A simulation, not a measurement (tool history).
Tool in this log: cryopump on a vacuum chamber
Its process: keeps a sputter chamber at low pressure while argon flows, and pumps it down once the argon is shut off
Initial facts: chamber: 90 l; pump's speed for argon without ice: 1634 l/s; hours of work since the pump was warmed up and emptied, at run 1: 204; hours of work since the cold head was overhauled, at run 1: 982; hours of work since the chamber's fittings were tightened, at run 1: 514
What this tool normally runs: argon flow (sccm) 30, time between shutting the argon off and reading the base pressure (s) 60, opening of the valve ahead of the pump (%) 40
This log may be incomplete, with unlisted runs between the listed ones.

| run | hour | argon flow (sccm) | time between shutting the argon off and reading the base pressure (s) | opening of the valve ahead of the pump (%) | hours of work since the pump was warmed up and emptied | hours of work since the cold head was overhauled | hours of work since the chamber's fittings were tightened | pressure while argon flows (Pa) | pressure after the wait (uPa) |
|---|---|---|---|---|---|---|---|---|---|
| 1 | 0.0 | 30 | 60 | 40 | 204 | 982 | 514 | 0.0840 | 1.24 |
| 2 | 31.6 | 30 | 60 | 40 | 229 | 1006 | 539 | 0.0861 | 1.26 |
| 3 | 58.3 | 30 | 60 | 40 | 250 | 1027 | 560 | 0.0867 | 1.26 |
| 4 | 89.3 | 30 | 60 | 40 | 274 | 1052 | 584 | 0.0872 | 1.32 |
| 5 | 109.9 | 30 | 60 | 40 | 290 | 1068 | 600 | 0.0893 | 1.29 |
| 6 | 141.3 | 30 | 60 | 38 | 315 | 1093 | 625 | 0.0950 | 1.31 |
| 7 | 186.8 | 30 | 60 | 38 | 351 | 1128 | 660 | 0.0963 | 1.37 |
|  | 217.9 | pump warmed up, emptied and cooled again |
| 8 | 217.9 | 30 | 60 | 40 | 0 | 1149 | 681 | 0.0788 | 1.15 |
| 9 | 264.3 | 30 | 60 | 40 | 36 | 1185 | 717 | 0.0789 | 1.20 |
| 10 | 307.2 | 30 | 60 | 40 | 70 | 1219 | 751 | 0.0799 | 1.26 |
| 11 | 331.4 | 53 | 60 | 16 | 89 | 1238 | 770 | 0.3467 | 1.21 |

Run 12 has not been measured yet. What should we expect?
| 12 | 361.4 | 53 | 60 | 16 | 113 | 1261 | 793 | ? | ? |

Run 12 produced pressure while argon flows (Pa) 0.3502, pressure after the wait (uPa) 1.30.
Without the tool's hidden state the same run would have given pressure while argon flows (Pa) 0.3430, pressure after the wait (uPa) 1.08.
